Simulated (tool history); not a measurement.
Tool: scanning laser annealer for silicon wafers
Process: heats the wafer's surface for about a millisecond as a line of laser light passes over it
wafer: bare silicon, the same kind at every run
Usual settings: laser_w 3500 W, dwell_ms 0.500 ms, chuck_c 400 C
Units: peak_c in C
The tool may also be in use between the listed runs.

run	hour	laser_w	dwell_ms	chuck_c	peak_c
1	0.0	3500	0.500	400	1097
2	12.8	3500	0.500	400	1095
3	28.3	3500	0.500	400	1094
4	44.0	3500	0.500	400	1097
5	59.8	3500	0.500	400	1094
6	88.8	3500	0.500	400	1094
7	105.0	3500	0.500	400	1092
8	123.3	3500	0.500	400	1092
9	150.3	3500	0.500	400	1091
10	175.6	3500	0.500	400	1089
11	201.4	3796	0.500	400	1166
12	214.1	3500	0.500	430	1118
13	244.6	3500	0.396	400	1003
14	263.7	3500	0.446	400	1043
15	278.9	3628	0.458	384	1070
16	304.5	3628	0.458	391	1073
17	330.2	3500	0.500	408	1093
18	360.1	3661	0.405	363	1008
19	384.4	3580	0.500	404	1105
20	403.6	3296	0.500	400	1027
21	427.7	3500	0.449	393	1036
22	440.6	3500	0.449	393	1032
23	468.6	3389	0.512	391	1046
24	483.0	3389	0.512	391	1048
25	505.5	3389	0.407	391	967
26	532.1	3389	0.407	391	969
# hour 539.7: optics aligned, line set to its width
27	563.5	3389	0.407	391	981
28	579.4	3500	0.500	395	1082

3 ways to go on from here, each from the tool as it stands after run 28. What would each give?
A	607.4	3103	0.458	379	?
B	607.4	3500	0.471	400	?
C	607.4	3774	0.599	400	?

run	peak_c
A	934
B	1066
C	1237
Without the tool's hidden state the same runs would have given:
run	peak_c
A	968
B	1106
C	1288
